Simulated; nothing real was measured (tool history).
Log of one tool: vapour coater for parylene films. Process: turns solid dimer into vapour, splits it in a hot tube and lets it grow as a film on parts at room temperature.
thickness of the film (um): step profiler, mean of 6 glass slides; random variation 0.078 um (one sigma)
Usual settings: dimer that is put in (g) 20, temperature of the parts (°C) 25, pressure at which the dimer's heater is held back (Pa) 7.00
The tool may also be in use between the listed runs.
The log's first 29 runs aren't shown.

run,day,dimer that is put in (g),temperature of the parts (°C),pressure at which the dimer's heater is held back (Pa),thickness of the film (um)
30,13.733,10,30,2.38,5.48
31,14.133,13,18,10.72,8.58
32,14.558,13,18,10.72,8.49
33,14.896,13,18,10.72,8.61
34,15.362,8,25,11.03,4.06
35,15.846,11,21,7.00,6.97
36,16.312,23,37,7.00,8.22
37,16.762,20,18,8.51,13.49
38,17.067,8,32,8.51,3.29
39,17.504,8,32,8.51,3.33

3 ways to go on from here, each from the tool as it stands after run 39. What would each give?
A,18.129,27,23,2.10,?
B,18.129,10,37,4.31,?
C,18.129,9,19,3.89,?

run,thickness of the film (um)
A,19.62
B,3.91
C,6.78
Without the tool's hidden state the same runs would have given:
run,thickness of the film (um)
A,19.65
B,3.91
C,6.79
